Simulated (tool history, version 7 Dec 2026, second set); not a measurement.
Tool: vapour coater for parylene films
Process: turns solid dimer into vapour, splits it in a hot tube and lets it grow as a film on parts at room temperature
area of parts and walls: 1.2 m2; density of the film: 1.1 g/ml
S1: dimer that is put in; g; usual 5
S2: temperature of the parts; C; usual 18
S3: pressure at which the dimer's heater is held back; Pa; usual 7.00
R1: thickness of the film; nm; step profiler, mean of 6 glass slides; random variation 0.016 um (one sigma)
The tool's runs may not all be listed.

| run | hour | S1 | S2 | S3 | R1 |
|---|---|---|---|---|---|
| 1 | 0.0 | 5 | 18 | 7.00 | 1760 |
| 2 | 14.4 | 5 | 18 | 7.00 | 1740 |
| 3 | 26.6 | 5 | 18 | 7.00 | 1760 |
| 4 | 38.8 | 5 | 18 | 7.00 | 1780 |
| 5 | 51.0 | 5 | 18 | 7.00 | 1770 |
| 6 | 65.1 | 4 | 18 | 7.00 | 1390 |
| 7 | 79.8 | 4 | 18 | 7.00 | 1350 |
| 8 | 89.5 | 3 | 18 | 7.00 | 1070 |
| 9 | 97.8 | 3 | 18 | 7.00 | 1040 |
| 10 | 107.9 | 3 | 18 | 7.00 | 1050 |
| 11 | 123.4 | 3 | 18 | 7.00 | 1030 |
| 12 | 139.5 | 3 | 18 | 7.00 | 1010 |
| 13 | 147.1 | 3 | 18 | 7.00 | 1020 |
| 14 | 160.2 | 3 | 18 | 7.00 | 1050 |
| 15 | 168.1 | 3 | 18 | 7.00 | 1010 |
| 16 | 181.1 | 3 | 18 | 7.00 | 1030 |
| 17 | 194.1 | 3 | 18 | 9.90 | 950 |
| 18 | 206.0 | 3 | 18 | 9.90 | 990 |
| 19 | 220.3 | 3 | 18 | 9.90 | 990 |
| 20 | 229.6 | 3 | 18 | 3.68 | 1120 |
| 21 | 238.4 | 3 | 18 | 3.68 | 1090 |
| 22 | 248.3 | 6 | 10 | 2.65 | 2860 |
| 23 | 258.6 | 2 | 27 | 9.38 | 500 |
| 24 | 269.4 | 2 | 27 | 9.38 | 480 |
| 25 | 285.3 | 2 | 27 | 9.38 | 500 |
| 26 | 299.3 | 5 | 21 | 2.46 | 1730 |
| 27 | 310.4 | 5 | 18 | 2.18 | 1910 |
| 28 | 319.1 | 7 | 18 | 7.00 | 2330 |
|  | 333.7 | trap's valve overhauled |
| 29 | 335.6 | 2 | 13 | 7.00 | 890 |
| 30 | 344.4 | 5 | 20 | 6.16 | 1810 |
| 31 | 352.1 | 5 | 13 | 2.71 | 2510 |
| 32 | 360.7 | 2 | 11 | 6.19 | 950 |
| 33 | 376.6 | 3 | 13 | 7.89 | 1270 |
| 34 | 392.0 | 3 | 13 | 7.89 | 1320 |
| 35 | 401.1 | 3 | 13 | 7.89 | 1320 |
| 36 | 415.4 | 3 | 13 | 7.89 | 1280 |
| 37 | 422.0 | 3 | 13 | 7.89 | 1300 |

5 ways to go on from here, each from the tool as it stands after run 37. What would each give?
| A | 432.2 | 5 | 23 | 3.59 | ? |
| B | 432.2 | 3 | 16 | 10.71 | ? |
| C | 432.2 | 5 | 18 | 2.06 | ? |
| D | 432.2 | 2 | 15 | 4.15 | ? |
| E | 432.2 | 5 | 18 | 7.81 | ? |

| run | R1 |
|---|---|
| A | 1760 |
| B | 1120 |
| C | 2200 |
| D | 910 |
| E | 1880 |
Without the tool's hidden state the same runs would have given:
| run | R1 |
|---|---|
| A | 1810 |
| B | 1150 |
| C | 2260 |
| D | 930 |
| E | 1930 |
